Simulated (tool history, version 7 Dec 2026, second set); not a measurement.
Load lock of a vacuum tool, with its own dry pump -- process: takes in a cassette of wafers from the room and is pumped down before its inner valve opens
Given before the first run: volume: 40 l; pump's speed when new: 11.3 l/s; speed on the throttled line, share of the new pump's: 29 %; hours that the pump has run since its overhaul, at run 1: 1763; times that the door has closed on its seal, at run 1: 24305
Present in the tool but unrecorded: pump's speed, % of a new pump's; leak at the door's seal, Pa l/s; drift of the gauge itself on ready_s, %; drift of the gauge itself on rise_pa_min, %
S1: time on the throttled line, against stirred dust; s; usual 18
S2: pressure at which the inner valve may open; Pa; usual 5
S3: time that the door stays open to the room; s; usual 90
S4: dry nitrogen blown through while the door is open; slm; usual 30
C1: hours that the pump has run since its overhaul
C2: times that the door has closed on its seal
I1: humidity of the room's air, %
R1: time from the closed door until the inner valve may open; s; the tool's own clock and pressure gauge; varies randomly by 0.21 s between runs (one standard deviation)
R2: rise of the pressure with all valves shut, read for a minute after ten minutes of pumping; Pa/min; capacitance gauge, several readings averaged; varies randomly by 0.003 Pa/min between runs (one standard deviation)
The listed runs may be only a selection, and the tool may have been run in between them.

{"run": 1, "day": 0.0, "S1": 18, "S2": 5, "S3": 90, "S4": 30, "C1": 1763, "C2": 24305, "I1": 44.8, "R1": 49.1, "R2": 0.287}
{"run": 2, "day": 6.738, "S1": 18, "S2": 9, "S3": 90, "S4": 30, "C1": 1925, "C2": 24977, "I1": 45.3, "R1": 46.7, "R2": 0.301}
{"run": 3, "day": 10.796, "S1": 18, "S2": 9, "S3": 90, "S4": 30, "C1": 2022, "C2": 25383, "I1": 45.5, "R1": 46.8, "R2": 0.307}
{"run": 4, "day": 15.333, "S1": 18, "S2": 9, "S3": 90, "S4": 30, "C1": 2131, "C2": 25836, "I1": 45.7, "R1": 47.3, "R2": 0.311}
{"run": 5, "day": 22.888, "S1": 18, "S2": 5, "S3": 90, "S4": 4, "C1": 2313, "C2": 26589, "I1": 48.5, "R1": 49.3, "R2": 0.352}
{"run": 6, "day": 26.571, "S1": 18, "S2": 5, "S3": 90, "S4": 30, "C1": 2401, "C2": 26957, "I1": 47.2, "R1": 49.3, "R2": 0.343}
{"run": 7, "day": 31.421, "S1": 18, "S2": 5, "S3": 90, "S4": 30, "C1": 2517, "C2": 27442, "I1": 43.7, "R1": 49.4, "R2": 0.34}
{"run": 8, "day": 39.404, "S1": 18, "S2": 5, "S3": 90, "S4": 30, "C1": 2709, "C2": 28239, "I1": 41.1, "R1": 49.5, "R2": 0.351}
{"run": 9, "day": 47.212, "S1": 18, "S2": 5, "S3": 90, "S4": 30, "C1": 2896, "C2": 29018, "I1": 46.4, "R1": 49.0, "R2": 0.367}
{"day": 49.538, "done": "door's seal changed, seat wiped"}
{"run": 10, "day": 50.967, "S1": 18, "S2": 5, "S3": 90, "S4": 30, "C1": 2985, "C2": 143, "I1": 47.6, "R1": 49.5, "R2": 0.039}
{"run": 11, "day": 54.608, "S1": 18, "S2": 5, "S3": 90, "S4": 30, "C1": 3072, "C2": 506, "I1": 43.3, "R1": 49.5, "R2": 0.041}
{"run": 12, "day": 59.158, "S1": 18, "S2": 5, "S3": 90, "S4": 30, "C1": 3182, "C2": 960, "I1": 44.8, "R1": 49.4, "R2": 0.041}
{"run": 13, "day": 65.975, "S1": 18, "S2": 5, "S3": 90, "S4": 22, "C1": 3345, "C2": 1641, "I1": 44.3, "R1": 49.7, "R2": 0.048}
{"run": 14, "day": 73.025, "S1": 18, "S2": 5, "S3": 90, "S4": 22, "C1": 3514, "C2": 2345, "I1": 43.9, "R1": 49.5, "R2": 0.045}
{"run": 15, "day": 79.2, "S1": 18, "S2": 5, "S3": 90, "S4": 30, "C1": 3663, "C2": 2961, "I1": 40.3, "R1": 49.5, "R2": 0.051}
{"run": 16, "day": 87.55, "S1": 18, "S2": 5, "S3": 90, "S4": 30, "C1": 3863, "C2": 3795, "I1": 41.8, "R1": 49.7, "R2": 0.05}
{"run": 17, "day": 95.967, "S1": 18, "S2": 5, "S3": 90, "S4": 30, "C1": 4065, "C2": 4635, "I1": 48.5, "R1": 49.4, "R2": 0.056}
{"run": 18, "day": 102.567, "S1": 18, "S2": 5, "S3": 90, "S4": 30, "C1": 4223, "C2": 5294, "I1": 45.1, "R1": 49.8, "R2": 0.056}
{"run": 19, "day": 108.446, "S1": 31, "S2": 5, "S3": 48, "S4": 24, "C1": 4364, "C2": 5881, "I1": 43.9, "R1": 58.8, "R2": 0.058}
{"run": 20, "day": 116.15, "S1": 31, "S2": 5, "S3": 48, "S4": 24, "C1": 4549, "C2": 6650, "I1": 43.8, "R1": 58.8, "R2": 0.062}
{"run": 21, "day": 120.996, "S1": 18, "S2": 5, "S3": 90, "S4": 25, "C1": 4666, "C2": 7134, "I1": 38.9, "R1": 49.9, "R2": 0.072}
{"run": 22, "day": 129.388, "S1": 14, "S2": 9, "S3": 90, "S4": 30, "C1": 4867, "C2": 7972, "I1": 44.0, "R1": 44.9, "R2": 0.075}
{"run": 23, "day": 137.517, "S1": 14, "S2": 7, "S3": 109, "S4": 30, "C1": 5062, "C2": 8783, "I1": 41.5, "R1": 45.7, "R2": 0.09}
{"run": 24, "day": 141.9, "S1": 20, "S2": 7, "S3": 27, "S4": 23, "C1": 5167, "C2": 9221, "I1": 43.4, "R1": 50.1, "R2": 0.073}
{"run": 25, "day": 148.492, "S1": 18, "S2": 9, "S3": 90, "S4": 12, "C1": 5326, "C2": 9879, "I1": 45.9, "R1": 47.7, "R2": 0.113}
{"run": 26, "day": 154.983, "S1": 9, "S2": 5, "S3": 40, "S4": 30, "C1": 5481, "C2": 10527, "I1": 45.2, "R1": 44.0, "R2": 0.089}
{"run": 27, "day": 158.746, "S1": 31, "S2": 10, "S3": 29, "S4": 38, "C1": 5572, "C2": 10902, "I1": 45.6, "R1": 56.1, "R2": 0.084}
{"run": 28, "day": 165.096, "S1": 11, "S2": 6, "S3": 60, "S4": 30, "C1": 5724, "C2": 11536, "I1": 47.8, "R1": 44.9, "R2": 0.103}
{"run": 29, "day": 171.667, "S1": 11, "S2": 6, "S3": 60, "S4": 30, "C1": 5882, "C2": 12192, "I1": 45.3, "R1": 45.1, "R2": 0.108}
{"run": 30, "day": 177.65, "S1": 11, "S2": 6, "S3": 60, "S4": 30, "C1": 6025, "C2": 12789, "I1": 41.1, "R1": 44.8, "R2": 0.113}
{"run": 31, "day": 182.4, "S1": 11, "S2": 6, "S3": 60, "S4": 30, "C1": 6139, "C2": 13264, "I1": 41.2, "R1": 44.9, "R2": 0.116}
{"run": 32, "day": 187.804, "S1": 11, "S2": 6, "S3": 60, "S4": 30, "C1": 6269, "C2": 13803, "I1": 46.7, "R1": 44.7, "R2": 0.117}
{"run": 33, "day": 195.292, "S1": 11, "S2": 6, "S3": 60, "S4": 30, "C1": 6449, "C2": 14551, "I1": 46.8, "R1": 45.1, "R2": 0.134}
{"run": 34, "day": 201.575, "S1": 11, "S2": 6, "S3": 60, "S4": 30, "C1": 6600, "C2": 15178, "I1": 45.8, "R1": 45.0, "R2": 0.14}
{"run": 35, "day": 206.308, "S1": 11, "S2": 8, "S3": 96, "S4": 30, "C1": 6713, "C2": 15651, "I1": 44.0, "R1": 43.8, "R2": 0.143}
{"run": 36, "day": 210.129, "S1": 17, "S2": 5, "S3": 182, "S4": 20, "C1": 6805, "C2": 16032, "I1": 49.0, "R1": 50.2, "R2": 0.179}

Predict each of these 5 candidate next runs independently; none follows another, all start after run 36:
{"run": "A", "day": 217.967, "S1": 16, "S2": 5, "S3": 78, "S4": 37, "C1": 6993, "C2": 16814, "I1": 46.0, "R1": "?", "R2": "?"}
{"run": "B", "day": 217.967, "S1": 20, "S2": 10, "S3": 27, "S4": 20, "C1": 6993, "C2": 16814, "I1": 42.3, "R1": "?", "R2": "?"}
{"run": "C", "day": 217.967, "S1": 11, "S2": 5, "S3": 39, "S4": 24, "C1": 6993, "C2": 16814, "I1": 50.4, "R1": "?", "R2": "?"}
{"run": "D", "day": 217.967, "S1": 17, "S2": 5, "S3": 182, "S4": 17, "C1": 6993, "C2": 16814, "I1": 46.6, "R1": "?", "R2": "?"}
{"run": "E", "day": 217.967, "S1": 18, "S2": 5, "S3": 45, "S4": 30, "C1": 6993, "C2": 16814, "I1": 43.7, "R1": "?", "R2": "?"}

run=A R1=49.0 R2=0.157
run=B R1=49.7 R2=0.144
run=C R1=45.7 R2=0.152
run=D R1=50.0 R2=0.192
run=E R1=50.8 R2=0.155
What these runs would have given with no unlogged condition in the tool:
run=A R1=46.6 R2=0.036
run=B R1=47.6 R2=0.021
run=C R1=43.2 R2=0.031
run=D R1=47.6 R2=0.069
run=E R1=48.5 R2=0.029

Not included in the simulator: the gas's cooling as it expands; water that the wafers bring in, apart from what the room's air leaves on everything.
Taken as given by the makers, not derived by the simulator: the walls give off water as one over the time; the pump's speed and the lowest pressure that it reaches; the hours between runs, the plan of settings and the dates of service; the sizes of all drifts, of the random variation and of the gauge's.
